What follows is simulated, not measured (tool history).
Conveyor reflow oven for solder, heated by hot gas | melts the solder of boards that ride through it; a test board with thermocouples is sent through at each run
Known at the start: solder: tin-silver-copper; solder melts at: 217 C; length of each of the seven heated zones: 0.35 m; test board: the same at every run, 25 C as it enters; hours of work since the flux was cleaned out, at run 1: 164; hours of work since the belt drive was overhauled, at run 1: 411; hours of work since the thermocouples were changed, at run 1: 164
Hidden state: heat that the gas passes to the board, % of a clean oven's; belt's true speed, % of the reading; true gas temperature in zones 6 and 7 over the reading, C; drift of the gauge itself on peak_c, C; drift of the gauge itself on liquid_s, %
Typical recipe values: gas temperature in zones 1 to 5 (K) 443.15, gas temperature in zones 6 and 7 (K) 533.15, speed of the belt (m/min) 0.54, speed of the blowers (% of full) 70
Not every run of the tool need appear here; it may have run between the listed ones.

run     day  gas temperature in zones 1 to 5 (K)  gas temperature in zones 6 and 7 (K)  speed of the belt (m/min)  speed of the blowers (% of full)  hours of work since the flux was cleaned out  hours of work since the belt drive was overhauled  hours of work since the thermocouples were changed  highest temperature of the board (K)  time above the solder's melting point (s)
  1       0                               443.15                                533.15                       0.54                                70                                           164                                                411                                                 164                                517.35                                       50.5
  2   2.204                               443.15                                533.15                       0.54                                70                                           187                                                434                                                 187                                517.35                                       50.7
      4.688  -- flux residue cleaned out of gas plates and filters
  3   5.821                               443.15                                533.15                       0.54                                70                                            12                                                469                                                 222                                515.75                                       49.1
  4   9.825                               443.15                                533.15                       0.54                                70                                            53                                                511                                                 264                                515.55                                       48.7
  5  13.621                               443.15                                533.15                       0.54                                70                                            92                                                550                                                 303                                515.15                                       47.9
  6  16.742                               443.15                                533.15                       0.54                                70                                           125                                                582                                                 335                                514.85                                       47.4
  7  20.767                               443.15                                533.15                       0.54                                65                                           166                                                624                                                 377                                513.05                                       44.7
  8  22.946                               443.15                                533.15                       0.54                                70                                           189                                                646                                                 399                                514.25                                       46.3
     25.438  -- flux residue cleaned out of gas plates and filters
  9  25.438                               443.15                                533.15                       0.54                                70                                             0                                                670                                                 423                                518.75                                         53
 10  27.512                               443.15                                533.15                       0.54                                70                                            21                                                691                                                 444                                518.95                                       52.8
      28.55  -- flux residue cleaned out of gas plates and filters, once more
 11  30.033                               443.15                                533.15                       0.54                                70                                            15                                                715                                                 468                                518.65                                       52.9
 12  34.096                               443.15                                545.15                       0.54                                70                                            57                                                757                                                 510                                528.65                                       60.3
 13  36.825                               443.15                                545.15                       0.54                                70                                            86                                                785                                                 539                                528.55                                       60.2
 14    40.9                               443.15                                545.15                       0.54                                70                                           128                                                828                                                 581                                528.05                                       59.9
 15  43.725                               443.15                                522.15                       0.54                                70                                           157                                                857                                                 610                                508.25                                       41.3
 16  47.412                               438.15                                526.15                       0.54                                70                                           195                                                895                                                 648                                509.95                                       41.9
     49.104  -- flux residue cleaned out of gas plates and filters
 17  49.767                               437.15                                533.15                       0.54                                67                                             7                                                917                                                 670                                517.15                                       49.6
     52.038  -- thermocouples of zones 6 and 7 changed
 18  52.758                               448.15                                522.15                       0.54                                84                                            37                                                947                                                   7                                513.15                                       51.9
 19  55.667                               443.15                                533.15                      0.621                                70                                            67                                                977                                                  38                                514.45                                       41.4
 20  58.088                               434.15                                524.15                      0.621                                70                                            92                                               1002                                                  63                                505.25                                       28.6
 21  59.875                               434.15                                524.15                      0.621                                70                                           111                                               1021                                                  81                                504.95                                       28.3
 22  62.279                               434.15                                527.15                       0.49                                70                                           135                                               1046                                                 106                                514.65                                       51.9
 23  64.658                               442.15                                536.15                       0.54                                61                                           160                                               1070                                                 130                                517.75                                       50.9
 24  67.725                               437.15                                539.15                      0.594                                60                                           192                                               1102                                                 162                                515.05                                       40.6
     70.008  -- flux residue cleaned out of gas plates and filters
 25  71.712                               456.15                                530.15                      0.619                                73                                            18                                               1141                                                 201                                515.95                                       48.4
     73.708  -- belt drive overhauled, speed set with a stopwatch
 26   75.45                               440.15                                524.15                       0.47                                70                                            55                                                 18                                                 238                                513.35                                       54.3
 27  78.146                               443.15                                529.15                      0.439                                72                                            82                                                 46                                                 266                                519.75                                       67.6
 28  80.975                               434.15                                541.15                      0.478                                56                                           112                                                 75                                                 295                                522.05                                       57.7
 29  83.892                               431.15                                527.15                       0.54                                89                                           142                                                105                                                 325                                514.05                                       45.1
 30  86.558                               431.15                                527.15                       0.54                                89                                           169                                                133                                                 353                                513.25                                       44.7

Hidden condition of the tool, last listed run before each entry between runs versus first listed run after:
Logged between run 2 and run 3: flux residue cleaned out of gas plates and filters (day 4.688)
  heat that the gas passes to the board, % of a clean oven's: 92.3 -> 88.2; belt's true speed, % of the reading: 98.81 -> 98.72; true gas temperature in zones 6 and 7 over the reading, C: 0.09 -> 0.05
  measured value less the no-hidden-state value, highest temperature of the board (K): -1.5 -> -2.7; time above the solder's melting point (s): -1.3 -> -2.8
Logged between run 8 and run 9: flux residue cleaned out of gas plates and filters (day 25.438)
  heat that the gas passes to the board, % of a clean oven's: 81.7 -> 99.2; belt's true speed, % of the reading: 98.2 -> 98.14; true gas temperature in zones 6 and 7 over the reading, C: -0.13 -> -0.16
  measured value less the no-hidden-state value, highest temperature of the board (K): -4.7 -> +0.3; time above the solder's melting point (s): -5.4 -> +1.3
Logged between run 10 and run 11: flux residue cleaned out of gas plates and filters, once more (day 28.55)
  heat that the gas passes to the board, % of a clean oven's: 98.4 -> 99; belt's true speed, % of the reading: 98.08 -> 98.01; true gas temperature in zones 6 and 7 over the reading, C: -0.18 -> -0.2
  measured value less the no-hidden-state value, highest temperature of the board (K): +0 -> +0.2; time above the solder's melting point (s): +1.1 -> +1.3
Logged between run 16 and run 17: flux residue cleaned out of gas plates and filters (day 49.104)
  heat that the gas passes to the board, % of a clean oven's: 91.6 -> 99.6; belt's true speed, % of the reading: 97.5 -> 97.44; true gas temperature in zones 6 and 7 over the reading, C: -0.39 -> -0.41
  measured value less the no-hidden-state value, highest temperature of the board (K): -1.7 -> +0.4; time above the solder's melting point (s): -1.6 -> +1.9
Logged between run 17 and run 18: thermocouples of zones 6 and 7 changed (day 52.038)
  heat that the gas passes to the board, % of a clean oven's: 99.6 -> 98.3; belt's true speed, % of the reading: 97.44 -> 97.36; true gas temperature in zones 6 and 7 over the reading, C: -0.41 -> 0.28
  measured value less the no-hidden-state value, highest temperature of the board (K): +0.4 -> +0.4; time above the solder's melting point (s): +1.9 -> +1.9
Logged between run 24 and run 25: flux residue cleaned out of gas plates and filters (day 70.008)
  heat that the gas passes to the board, % of a clean oven's: 92.1 -> 98.2; belt's true speed, % of the reading: 96.92 -> 96.81; true gas temperature in zones 6 and 7 over the reading, C: 0.11 -> 0.07
  measured value less the no-hidden-state value, highest temperature of the board (K): -1 -> +0.5; time above the solder's melting point (s): +0 -> +2.2
Logged between run 25 and run 26: belt drive overhauled, speed set with a stopwatch (day 73.708)
  heat that the gas passes to the board, % of a clean oven's: 98.2 -> 96.7; belt's true speed, % of the reading: 96.81 -> 99.86; true gas temperature in zones 6 and 7 over the reading, C: 0.07 -> 0.04
  measured value less the no-hidden-state value, highest temperature of the board (K): +0.5 -> -0.6; time above the solder's melting point (s): +2.2 -> -1
